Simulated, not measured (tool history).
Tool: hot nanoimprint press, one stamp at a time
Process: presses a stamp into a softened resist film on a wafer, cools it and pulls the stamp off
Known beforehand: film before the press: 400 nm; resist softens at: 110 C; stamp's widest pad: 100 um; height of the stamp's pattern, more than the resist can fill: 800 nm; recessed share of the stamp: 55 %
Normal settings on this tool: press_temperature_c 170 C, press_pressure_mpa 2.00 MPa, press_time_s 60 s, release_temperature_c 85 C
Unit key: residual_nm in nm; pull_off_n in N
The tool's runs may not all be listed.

run   hour  press_temperature_c  press_pressure_mpa  press_time_s  release_temperature_c  residual_nm  pull_off_n
  1    0.0                  170                2.00            60                     85        139.9       196.8
  2   22.8                  170                1.51            60                     85        158.4       197.3
      45.8  -- plate thermocouple calibrated
  3   48.5                  170                2.00            69                     85        131.8       198.7
  4   81.2                  170                2.00            69                     85        131.2       199.7
  5  108.9                  170                2.43            60                     85        127.8       199.2
     134.5  -- plate thermocouple calibrated, once more
  6  144.5                  170                2.43            60                     85        134.0       203.8
     153.4  -- stamp cleaned and given a new release coat
  7  166.1                  170                2.43            60                     85        133.7       184.5
  8  180.8                  170                2.00            59                     85        147.2       187.0
  9  204.6                  170                2.00            60                     85        145.4       187.5
 10  230.6                  170                2.00            60                     85        145.7       188.1
 11  250.2                  170                1.25            60                     85        177.3       188.8
 12  276.6                  170                1.25            60                     85        176.9       190.3
 13  293.4                  170                1.25            60                     85        176.9       190.0
 14  321.4                  170                2.00            94                     85        120.0       189.4
 15  354.7                  170                2.00            94                     85        119.5       190.8
 16  373.3                  170                2.00            76                     84        130.9       194.5
 17  391.8                  170                2.65            76                     84        116.1       194.1
 18  411.2                  170                2.65            63                     84        125.6       195.0
 19  433.7                  170                2.00            60                     80        145.1       204.7
 20  466.3                  170                2.00            97                     76        117.6       214.5
 21  480.4                  170                2.60            97                     78        104.8       210.9
 22  511.6                  176                2.00            60                     85        110.8       194.4
 23  545.2                  176                2.00            60                     85        110.3       195.7
 24  573.7                  176                1.93            32                     73        147.4       226.1
 25  599.4                  176                1.93            32                     73        147.0       227.6
 26  616.9                  164                2.00           115                     79        146.0       211.6
 27  641.0                  164                2.02            74                     79        173.8       211.5
 28  661.5                  164                2.02            74                     79        173.9       211.4
 29  694.5                  170                2.18            74                     85        127.0       199.4

4 ways to go on from here, each from the tool as it stands after run 29. What would each give?
     716.5  -- press's hydraulic seals changed and the load cell set to zero
  A  732.1                  174                1.84            97                     85            ?           ?
     716.5  -- press's hydraulic seals changed and the load cell set to zero
  B  732.1                  170                1.44            69                     72            ?           ?
     716.5  -- press's hydraulic seals changed and the load cell set to zero
  C  732.1                  170                1.47            60                     92            ?           ?
     716.5  -- press's hydraulic seals changed and the load cell set to zero
  D  732.1                  174                1.28            60                     85            ?           ?

run  residual_nm  pull_off_n
  A         96.9       199.2
  B        151.4       231.9
  C        158.9       182.1
  D        142.1       199.3
Without the tool's hidden state the same runs would have given:
run  residual_nm  pull_off_n
  A         99.5       186.6
  B        155.3       216.9
  C        162.9       170.7
  D        145.7       186.7
